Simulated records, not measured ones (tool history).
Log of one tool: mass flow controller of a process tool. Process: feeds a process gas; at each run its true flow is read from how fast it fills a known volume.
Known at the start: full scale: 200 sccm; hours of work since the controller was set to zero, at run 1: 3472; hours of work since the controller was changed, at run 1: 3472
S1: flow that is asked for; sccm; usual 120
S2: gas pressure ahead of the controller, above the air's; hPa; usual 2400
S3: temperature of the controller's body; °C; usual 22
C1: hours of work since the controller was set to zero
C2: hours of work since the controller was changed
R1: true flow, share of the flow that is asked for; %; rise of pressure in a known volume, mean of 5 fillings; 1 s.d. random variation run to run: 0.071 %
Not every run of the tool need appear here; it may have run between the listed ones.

{"run": 1, "hour": 0.0, "S1": 120, "S2": 2400, "S3": 22, "C1": 3472, "C2": 3472, "R1": 98.75}
{"run": 2, "hour": 315.6, "S1": 120, "S2": 2400, "S3": 22, "C1": 3580, "C2": 3580, "R1": 98.68}
{"run": 3, "hour": 804.8, "S1": 120, "S2": 2400, "S3": 22, "C1": 3748, "C2": 3748, "R1": 98.62}
{"run": 4, "hour": 1151.9, "S1": 120, "S2": 2400, "S3": 22, "C1": 3867, "C2": 3867, "R1": 98.63}
{"run": 5, "hour": 1567.7, "S1": 120, "S2": 2400, "S3": 22, "C1": 4010, "C2": 4010, "R1": 98.44}
{"run": 6, "hour": 2007.9, "S1": 120, "S2": 2400, "S3": 22, "C1": 4161, "C2": 4161, "R1": 98.46}
{"run": 7, "hour": 2474.5, "S1": 120, "S2": 2400, "S3": 22, "C1": 4321, "C2": 4321, "R1": 98.49}
{"run": 8, "hour": 2849.1, "S1": 120, "S2": 2400, "S3": 22, "C1": 4449, "C2": 4449, "R1": 98.42}
{"run": 9, "hour": 3168.2, "S1": 120, "S2": 2400, "S3": 22, "C1": 4559, "C2": 4559, "R1": 98.33}
{"run": 10, "hour": 3611.2, "S1": 120, "S2": 2400, "S3": 22, "C1": 4711, "C2": 4711, "R1": 98.18}
{"run": 11, "hour": 3915.6, "S1": 120, "S2": 1670, "S3": 22, "C1": 4815, "C2": 4815, "R1": 99.03}
{"hour": 3953.7, "done": "controller's zero set anew"}
{"run": 12, "hour": 4202.5, "S1": 120, "S2": 1670, "S3": 22, "C1": 85, "C2": 4913, "R1": 99.12}
{"run": 13, "hour": 4546.3, "S1": 120, "S2": 2520, "S3": 26, "C1": 203, "C2": 5031, "R1": 98.02}
{"hour": 4700.5, "done": "controller's zero set anew, once more"}
{"run": 14, "hour": 5035.5, "S1": 48, "S2": 1820, "S3": 29, "C1": 115, "C2": 5199, "R1": 97.31}
{"run": 15, "hour": 5467.3, "S1": 31, "S2": 1820, "S3": 29, "C1": 263, "C2": 5347, "R1": 97.1}
{"run": 16, "hour": 5959.4, "S1": 37, "S2": 1870, "S3": 32, "C1": 432, "C2": 5516, "R1": 96.96}
{"run": 17, "hour": 6188.6, "S1": 33, "S2": 1810, "S3": 24, "C1": 510, "C2": 5595, "R1": 97.71}

Estimate the outcome of run 18 from the log above:
{"run": 18, "hour": 6582.1, "S1": 54, "S2": 1440, "S3": 22, "C1": 645, "C2": 5729, "R1": "?"}

R1: 98.16 %
With the hidden condition absent and the run-to-run variation left alone, this run would have shown R1 100.07 %.
